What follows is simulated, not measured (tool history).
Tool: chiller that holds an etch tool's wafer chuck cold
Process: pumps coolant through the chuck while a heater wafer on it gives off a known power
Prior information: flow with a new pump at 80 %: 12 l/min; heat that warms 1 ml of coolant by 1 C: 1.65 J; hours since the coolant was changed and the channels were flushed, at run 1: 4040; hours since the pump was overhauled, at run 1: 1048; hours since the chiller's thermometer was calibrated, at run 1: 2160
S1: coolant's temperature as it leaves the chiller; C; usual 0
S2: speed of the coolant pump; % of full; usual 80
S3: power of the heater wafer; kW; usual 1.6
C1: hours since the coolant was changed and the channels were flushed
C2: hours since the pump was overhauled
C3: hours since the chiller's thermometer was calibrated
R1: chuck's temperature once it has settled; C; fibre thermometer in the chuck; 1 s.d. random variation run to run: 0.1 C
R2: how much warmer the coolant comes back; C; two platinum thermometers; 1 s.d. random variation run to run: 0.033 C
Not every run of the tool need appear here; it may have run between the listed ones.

run 1 hour=0 | S1=0 S2=80 S3=1.6 | C1=4040 C2=1048 C3=2160 | R1=15.7 R2=4.87
run 2 hour=139 | S1=0 S2=80 S3=1.129 | C1=4179 C2=1187 C3=2299 | R1=11.1 R2=3.43
run 3 hour=205.6 | S1=0 S2=80 S3=1.129 | C1=4245 C2=1253 C3=2365 | R1=11.1 R2=3.45
run 4 hour=300.6 | S1=0 S2=80 S3=1.129 | C1=4340 C2=1348 C3=2460 | R1=11.1 R2=3.48
run 5 hour=378.9 | S1=0 S2=80 S3=1.6 | C1=4418 C2=1426 C3=2539 | R1=15.8 R2=4.94
run 6 hour=494.9 | S1=0 S2=61 S3=1.236 | C1=4534 C2=1542 C3=2655 | R1=14.8 R2=4.96
run 7 hour=630 | S1=3 S2=97 S3=0.972 | C1=4670 C2=1678 C3=2790 | R1=11.5 R2=2.42
run 8 hour=715.5 | S1=3 S2=97 S3=0.972 | C1=4755 C2=1763 C3=2875 | R1=11.3 R2=2.46
run 9 hour=787.2 | S1=3 S2=87 S3=1.028 | C1=4827 C2=1835 C3=2947 | R1=12.7 R2=2.95
run 10 hour=878.5 | S1=3 S2=87 S3=1.028 | C1=4918 C2=1926 C3=3038 | R1=12.6 R2=2.92

Pick out some run-to-run changes in R1. Of each, how much would a tool without hidden state show as well, from the settings, what came in and chance, and how much is left for the hidden state and any gauge scatter not in both results compared?
Hidden state present: heat passed by the chuck's channels, % of clean ones'; flow at a given pump speed, % of a new pump's; coolant's true temperature over the reading, C; drift of the gauge itself on chuck_c, C; drift of the gauge itself on warmer_back_c, C.
Run 4 -> 5: S3 1.129 -> 1.6. R1 +4.7 C: hidden state +0.4, all else +4.3.
